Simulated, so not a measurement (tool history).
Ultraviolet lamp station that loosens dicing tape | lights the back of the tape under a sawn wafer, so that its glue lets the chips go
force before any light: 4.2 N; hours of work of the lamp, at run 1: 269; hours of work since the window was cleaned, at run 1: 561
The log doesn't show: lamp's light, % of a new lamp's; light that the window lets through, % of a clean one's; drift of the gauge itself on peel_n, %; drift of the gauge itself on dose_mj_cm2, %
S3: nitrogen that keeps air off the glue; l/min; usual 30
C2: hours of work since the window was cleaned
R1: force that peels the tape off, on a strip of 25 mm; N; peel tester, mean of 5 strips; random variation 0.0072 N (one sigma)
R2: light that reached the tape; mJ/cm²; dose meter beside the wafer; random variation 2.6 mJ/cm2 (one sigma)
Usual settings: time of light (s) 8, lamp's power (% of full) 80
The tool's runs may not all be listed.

{"run": 1, "hour": 0.0, "time of light (s)": 8, "lamp's power (% of full)": 80, "S3": 30, "hours of work of the lamp": 269, "C2": 561, "R1": 0.303, "R2": 279}
{"hour": 21.7, "done": "window cleaned of glue's vapour"}
{"run": 2, "hour": 77.2, "time of light (s)": 8, "lamp's power (% of full)": 75, "S3": 30, "hours of work of the lamp": 320, "C2": 37, "R1": 0.302, "R2": 272}
{"run": 3, "hour": 115.0, "time of light (s)": 8, "lamp's power (% of full)": 80, "S3": 30, "hours of work of the lamp": 345, "C2": 63, "R1": 0.288, "R2": 287}
{"run": 4, "hour": 159.6, "time of light (s)": 8, "lamp's power (% of full)": 96, "S3": 30, "hours of work of the lamp": 375, "C2": 92, "R1": 0.255, "R2": 343}
{"run": 5, "hour": 201.5, "time of light (s)": 8, "lamp's power (% of full)": 80, "S3": 30, "hours of work of the lamp": 403, "C2": 121, "R1": 0.297, "R2": 284}
{"run": 6, "hour": 274.7, "time of light (s)": 4, "lamp's power (% of full)": 80, "S3": 30, "hours of work of the lamp": 452, "C2": 170, "R1": 0.815, "R2": 138}
{"run": 7, "hour": 343.1, "time of light (s)": 8, "lamp's power (% of full)": 80, "S3": 30, "hours of work of the lamp": 498, "C2": 215, "R1": 0.305, "R2": 265}
{"run": 8, "hour": 397.4, "time of light (s)": 8, "lamp's power (% of full)": 80, "S3": 30, "hours of work of the lamp": 535, "C2": 252, "R1": 0.305, "R2": 273}
{"run": 9, "hour": 456.5, "time of light (s)": 8, "lamp's power (% of full)": 80, "S3": 35, "hours of work of the lamp": 574, "C2": 291, "R1": 0.305, "R2": 256}
{"run": 10, "hour": 517.7, "time of light (s)": 8, "lamp's power (% of full)": 91, "S3": 30, "hours of work of the lamp": 615, "C2": 332, "R1": 0.294, "R2": 294}
{"run": 11, "hour": 577.1, "time of light (s)": 8, "lamp's power (% of full)": 80, "S3": 30, "hours of work of the lamp": 655, "C2": 372, "R1": 0.363, "R2": 250}
{"run": 12, "hour": 632.9, "time of light (s)": 8, "lamp's power (% of full)": 95, "S3": 11, "hours of work of the lamp": 692, "C2": 410, "R1": 0.403, "R2": 292}
{"run": 13, "hour": 694.6, "time of light (s)": 9, "lamp's power (% of full)": 71, "S3": 27, "hours of work of the lamp": 734, "C2": 451, "R1": 0.369, "R2": 238}
{"run": 14, "hour": 726.8, "time of light (s)": 9, "lamp's power (% of full)": 71, "S3": 27, "hours of work of the lamp": 755, "C2": 473, "R1": 0.36, "R2": 237}
{"run": 15, "hour": 792.4, "time of light (s)": 12, "lamp's power (% of full)": 86, "S3": 16, "hours of work of the lamp": 799, "C2": 516, "R1": 0.254, "R2": 371}
{"run": 16, "hour": 844.2, "time of light (s)": 8, "lamp's power (% of full)": 65, "S3": 24, "hours of work of the lamp": 834, "C2": 551, "R1": 0.565, "R2": 185}
{"hour": 877.9, "done": "window cleaned of glue's vapour"}
{"run": 17, "hour": 877.9, "time of light (s)": 8, "lamp's power (% of full)": 65, "S3": 24, "hours of work of the lamp": 856, "C2": 0, "R1": 0.537, "R2": 195}
{"run": 18, "hour": 914.2, "time of light (s)": 4, "lamp's power (% of full)": 90, "S3": 30, "hours of work of the lamp": 881, "C2": 24, "R1": 0.838, "R2": 138}
{"hour": 952.5, "done": "lamp changed"}
{"run": 19, "hour": 977.5, "time of light (s)": 16, "lamp's power (% of full)": 90, "S3": 41, "hours of work of the lamp": 17, "C2": 66, "R1": 0.209, "R2": 709}
{"run": 20, "hour": 1052.8, "time of light (s)": 13, "lamp's power (% of full)": 100, "S3": 30, "hours of work of the lamp": 67, "C2": 117, "R1": 0.221, "R2": 628}
{"run": 21, "hour": 1110.7, "time of light (s)": 9, "lamp's power (% of full)": 78, "S3": 33, "hours of work of the lamp": 106, "C2": 155, "R1": 0.254, "R2": 339}

Hidden state at the last listed run before each entry between runs and at the first one after, where it differs:
Between runs 1 and 2: window cleaned of glue's vapour (hour 21.7)
  lamp's light, % of a new lamp's: 91.8 -> 90.3; light that the window lets through, % of a clean one's: 94.3 -> 99.5
  measured less the result without the state, R1: +0.036 -> +0.031 N; R2: -43 -> -31 mJ/cm²
Between runs 16 and 17: window cleaned of glue's vapour (hour 877.9)
  lamp's light, % of a new lamp's: 74.7 -> 73.9; light that the window lets through, % of a clean one's: 94.7 -> 99.5
  measured less the result without the state, R1: +0.223 -> +0.188 N; R2: -77 -> -69 mJ/cm²
Between runs 18 and 19: lamp changed (hour 952.5)
  lamp's light, % of a new lamp's: 73.1 -> 99.3; light that the window lets through, % of a clean one's: 99.2 -> 98.8
  measured less the result without the state, R1: +0.313 -> +0.000 N; R2: -50 -> -14 mJ/cm²
